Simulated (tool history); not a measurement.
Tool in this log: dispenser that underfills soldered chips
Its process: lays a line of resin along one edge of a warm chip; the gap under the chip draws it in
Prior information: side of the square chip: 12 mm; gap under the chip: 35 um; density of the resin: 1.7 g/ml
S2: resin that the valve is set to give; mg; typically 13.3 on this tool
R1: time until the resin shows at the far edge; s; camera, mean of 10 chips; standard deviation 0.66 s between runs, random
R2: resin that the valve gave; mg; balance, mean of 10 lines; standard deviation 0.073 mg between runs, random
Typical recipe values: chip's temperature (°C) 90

run 1 hour=0.0 | chip's_temperature_(°C)=90 S2=13.3 | R1=136.0 R2=12.48
-- hour=2.0 new syringe of resin
run 2 hour=6.2 | chip's_temperature_(°C)=101 S2=13.3 | R1=56.1 R2=12.50
run 3 hour=9.5 | chip's_temperature_(°C)=101 S2=13.3 | R1=68.1 R2=12.51
run 4 hour=15.3 | chip's_temperature_(°C)=101 S2=13.3 | R1=96.7 R2=12.48
-- hour=18.3 new syringe of resin
run 5 hour=19.9 | chip's_temperature_(°C)=90 S2=14.7 | R1=63.8 R2=13.70
run 6 hour=24.2 | chip's_temperature_(°C)=90 S2=14.7 | R1=81.0 R2=13.55
run 7 hour=32.0 | chip's_temperature_(°C)=90 S2=14.7 | R1=126.9 R2=13.63
-- hour=34.5 new syringe of resin
run 8 hour=38.5 | chip's_temperature_(°C)=90 S2=14.7 | R1=74.0 R2=13.47
run 9 hour=41.9 | chip's_temperature_(°C)=91 S2=13.3 | R1=88.0 R2=12.28
run 10 hour=47.1 | chip's_temperature_(°C)=91 S2=13.3 | R1=116.8 R2=12.19
-- hour=50.9 new syringe of resin
run 11 hour=53.1 | chip's_temperature_(°C)=91 S2=13.3 | R1=67.4 R2=12.22
run 12 hour=60.0 | chip's_temperature_(°C)=91 S2=13.3 | R1=96.6 R2=12.00
run 13 hour=63.9 | chip's_temperature_(°C)=91 S2=13.3 | R1=124.4 R2=12.16
-- hour=67.1 new syringe of resin
run 14 hour=68.4 | chip's_temperature_(°C)=90 S2=13.3 | R1=63.2 R2=12.02
run 15 hour=73.5 | chip's_temperature_(°C)=90 S2=12.9 | R1=85.4 R2=11.68
run 16 hour=79.5 | chip's_temperature_(°C)=85 S2=12.9 | R1=137.7 R2=11.57
-- hour=83.5 new syringe of resin
run 17 hour=85.3 | chip's_temperature_(°C)=102 S2=13.3 | R1=48.2 R2=11.93

Expected results for the next run?
run 18 hour=90.7 | chip's_temperature_(°C)=90 S2=13.3 | R1=? R2=?

Run 18 came out at R1 90.9 s, R2 11.90 mg.
Had the tool carried no hidden state, the very same run would have given R1 59.4 s, R2 13.33 mg.

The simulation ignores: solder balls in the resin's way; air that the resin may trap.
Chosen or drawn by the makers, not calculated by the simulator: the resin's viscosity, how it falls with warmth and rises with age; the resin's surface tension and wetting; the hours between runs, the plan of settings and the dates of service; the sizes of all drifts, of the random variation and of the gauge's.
